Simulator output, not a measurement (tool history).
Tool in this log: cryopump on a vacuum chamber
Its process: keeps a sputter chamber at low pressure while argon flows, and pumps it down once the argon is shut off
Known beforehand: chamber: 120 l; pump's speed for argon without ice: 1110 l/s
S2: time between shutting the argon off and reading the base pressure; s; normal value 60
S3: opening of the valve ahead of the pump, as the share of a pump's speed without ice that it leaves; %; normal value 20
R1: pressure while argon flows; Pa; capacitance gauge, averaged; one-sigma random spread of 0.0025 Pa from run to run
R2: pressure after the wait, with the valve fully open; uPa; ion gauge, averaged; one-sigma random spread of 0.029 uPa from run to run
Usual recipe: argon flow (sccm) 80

{"run": 1, "day": 0.0, "argon flow (sccm)": 80, "S2": 60, "S3": 20, "R1": 0.6284, "R2": 3.83}
{"run": 2, "day": 2.158, "argon flow (sccm)": 80, "S2": 60, "S3": 39, "R1": 0.3395, "R2": 3.87}
{"run": 3, "day": 4.883, "argon flow (sccm)": 80, "S2": 60, "S3": 39, "R1": 0.3382, "R2": 4.01}
{"run": 4, "day": 6.646, "argon flow (sccm)": 61, "S2": 60, "S3": 39, "R1": 0.2619, "R2": 4.04}
{"run": 5, "day": 9.188, "argon flow (sccm)": 80, "S2": 60, "S3": 20, "R1": 0.641, "R2": 4.21}
{"run": 6, "day": 12.054, "argon flow (sccm)": 51, "S2": 60, "S3": 20, "R1": 0.4093, "R2": 4.32}
{"run": 7, "day": 14.692, "argon flow (sccm)": 80, "S2": 60, "S3": 42, "R1": 0.3285, "R2": 4.31}
{"day": 15.538, "done": "pump warmed up, emptied and cooled again"}
{"run": 8, "day": 18.446, "argon flow (sccm)": 80, "S2": 60, "S3": 42, "R1": 0.2906, "R2": 3.58}
{"run": 9, "day": 21.092, "argon flow (sccm)": 80, "S2": 60, "S3": 20, "R1": 0.6117, "R2": 3.82}
{"run": 10, "day": 23.862, "argon flow (sccm)": 80, "S2": 99, "S3": 20, "R1": 0.6199, "R2": 3.35}
{"run": 11, "day": 27.733, "argon flow (sccm)": 80, "S2": 99, "S3": 20, "R1": 0.6194, "R2": 3.58}
{"run": 12, "day": 30.354, "argon flow (sccm)": 80, "S2": 42, "S3": 20, "R1": 0.6174, "R2": 4.47}
{"run": 13, "day": 33.158, "argon flow (sccm)": 46, "S2": 60, "S3": 20, "R1": 0.3562, "R2": 4.04}
{"run": 14, "day": 35.592, "argon flow (sccm)": 46, "S2": 60, "S3": 20, "R1": 0.3579, "R2": 4.11}
{"run": 15, "day": 37.696, "argon flow (sccm)": 46, "S2": 60, "S3": 20, "R1": 0.3572, "R2": 4.32}
{"run": 16, "day": 39.354, "argon flow (sccm)": 46, "S2": 60, "S3": 20, "R1": 0.3562, "R2": 4.13}
{"run": 17, "day": 41.279, "argon flow (sccm)": 46, "S2": 60, "S3": 20, "R1": 0.3602, "R2": 4.36}
{"run": 18, "day": 44.529, "argon flow (sccm)": 83, "S2": 223, "S3": 56, "R1": 0.2465, "R2": 3.57}
{"run": 19, "day": 48.183, "argon flow (sccm)": 155, "S2": 60, "S3": 15, "R1": 1.6147, "R2": 4.58}
{"run": 20, "day": 50.167, "argon flow (sccm)": 80, "S2": 79, "S3": 19, "R1": 0.6643, "R2": 4.3}
{"run": 21, "day": 51.933, "argon flow (sccm)": 34, "S2": 20, "S3": 54, "R1": 0.1081, "R2": 6.92}
{"run": 22, "day": 55.912, "argon flow (sccm)": 96, "S2": 45, "S3": 17, "R1": 0.897, "R2": 5.16}
{"run": 23, "day": 60.025, "argon flow (sccm)": 96, "S2": 45, "S3": 17, "R1": 0.9027, "R2": 5.34}
{"run": 24, "day": 62.875, "argon flow (sccm)": 96, "S2": 45, "S3": 52, "R1": 0.3227, "R2": 5.6}
{"run": 25, "day": 65.55, "argon flow (sccm)": 96, "S2": 45, "S3": 52, "R1": 0.3267, "R2": 5.47}
{"day": 69.483, "done": "pump warmed up, emptied and cooled again"}
{"run": 26, "day": 69.792, "argon flow (sccm)": 96, "S2": 45, "S3": 52, "R1": 0.2798, "R2": 4.76}
{"run": 27, "day": 71.954, "argon flow (sccm)": 137, "S2": 135, "S3": 36, "R1": 0.582, "R2": 3.67}
{"run": 28, "day": 75.75, "argon flow (sccm)": 80, "S2": 137, "S3": 46, "R1": 0.2695, "R2": 3.75}
{"run": 29, "day": 78.904, "argon flow (sccm)": 80, "S2": 137, "S3": 46, "R1": 0.2698, "R2": 4.08}
{"run": 30, "day": 81.438, "argon flow (sccm)": 148, "S2": 107, "S3": 16, "R1": 1.4213, "R2": 4.12}
{"run": 31, "day": 84.783, "argon flow (sccm)": 80, "S2": 246, "S3": 20, "R1": 0.6183, "R2": 3.84}
{"run": 32, "day": 87.3, "argon flow (sccm)": 80, "S2": 246, "S3": 20, "R1": 0.6259, "R2": 3.99}
{"day": 88.225, "done": "leaking fittings of the chamber tightened, without venting"}
{"run": 33, "day": 90.783, "argon flow (sccm)": 64, "S2": 71, "S3": 33, "R1": 0.3072, "R2": 1.37}
{"run": 34, "day": 93.192, "argon flow (sccm)": 64, "S2": 71, "S3": 33, "R1": 0.3085, "R2": 1.4}

Here are 4 independent what-if runs from the current tool condition. What would each one return?
{"run": "A", "day": 94.975, "argon flow (sccm)": 48, "S2": 71, "S3": 20, "R1": "?", "R2": "?"}
{"run": "B", "day": 94.975, "argon flow (sccm)": 80, "S2": 23, "S3": 16, "R1": "?", "R2": "?"}
{"run": "C", "day": 94.975, "argon flow (sccm)": 93, "S2": 55, "S3": 33, "R1": "?", "R2": "?"}
{"run": "D", "day": 94.975, "argon flow (sccm)": 107, "S2": 128, "S3": 45, "R1": "?", "R2": "?"}

run=A R1=0.374 R2=1.42
run=B R1=0.7803 R2=3.44
run=C R1=0.4509 R2=1.67
run=D R1=0.3899 R2=1.02
What these runs would have given with no unlogged condition in the tool:
run=A R1=0.3631 R2=1.25
run=B R1=0.762 R2=3.28
run=C R1=0.4296 R2=1.51
run=D R1=0.3652 R2=0.85
